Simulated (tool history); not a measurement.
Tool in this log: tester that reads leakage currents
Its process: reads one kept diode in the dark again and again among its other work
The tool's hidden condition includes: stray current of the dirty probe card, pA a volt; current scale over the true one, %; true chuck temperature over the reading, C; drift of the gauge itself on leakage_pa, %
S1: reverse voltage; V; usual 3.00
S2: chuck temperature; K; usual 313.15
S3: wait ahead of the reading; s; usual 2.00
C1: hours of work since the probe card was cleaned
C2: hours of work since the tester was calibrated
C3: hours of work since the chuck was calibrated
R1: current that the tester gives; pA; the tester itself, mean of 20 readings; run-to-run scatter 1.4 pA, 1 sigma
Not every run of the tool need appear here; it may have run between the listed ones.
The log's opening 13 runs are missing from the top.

run 14 day=37.875 | S1=1.29 S2=313.15 S3=2.00 | C1=1642 C2=373 C3=1177 | R1=291.90
run 15 day=39.604 | S1=1.29 S2=311.15 S3=2.00 | C1=1659 C2=390 C3=1194 | R1=248.95
run 16 day=41.896 | S1=3.00 S2=313.15 S3=2.00 | C1=1682 C2=413 C3=1216 | R1=399.48
run 17 day=45.275 | S1=3.00 S2=305.15 S3=2.00 | C1=1715 C2=446 C3=1249 | R1=207.06
run 18 day=47.542 | S1=3.26 S2=305.15 S3=2.00 | C1=1737 C2=468 C3=1271 | R1=214.58
run 19 day=50.279 | S1=9.66 S2=313.15 S3=2.00 | C1=1764 C2=495 C3=1298 | R1=619.13
-- day=50.550 tester calibrated
run 20 day=53.625 | S1=9.66 S2=313.15 S3=2.00 | C1=1795 C2=30 C3=1330 | R1=620.71
run 21 day=56.275 | S1=9.66 S2=313.15 S3=2.00 | C1=1821 C2=56 C3=1356 | R1=620.12
run 22 day=59.021 | S1=14.32 S2=319.15 S3=1.14 | C1=1848 C2=83 C3=1383 | R1=1138.97
run 23 day=60.971 | S1=5.60 S2=294.15 S3=0.88 | C1=1867 C2=102 C3=1402 | R1=105.86
run 24 day=63.112 | S1=16.45 S2=306.15 S3=3.08 | C1=1888 C2=123 C3=1423 | R1=433.08

What does the tool deliver on the next run?
run 25 day=65.688 | S1=16.45 S2=306.15 S3=3.08 | C1=1913 C2=148 C3=1448 | R1=?

{"run 25": {"R1": 431.61}}
On a tool with no hidden condition, and with the same random variation, this run would have come out at R1 483.50 pA.

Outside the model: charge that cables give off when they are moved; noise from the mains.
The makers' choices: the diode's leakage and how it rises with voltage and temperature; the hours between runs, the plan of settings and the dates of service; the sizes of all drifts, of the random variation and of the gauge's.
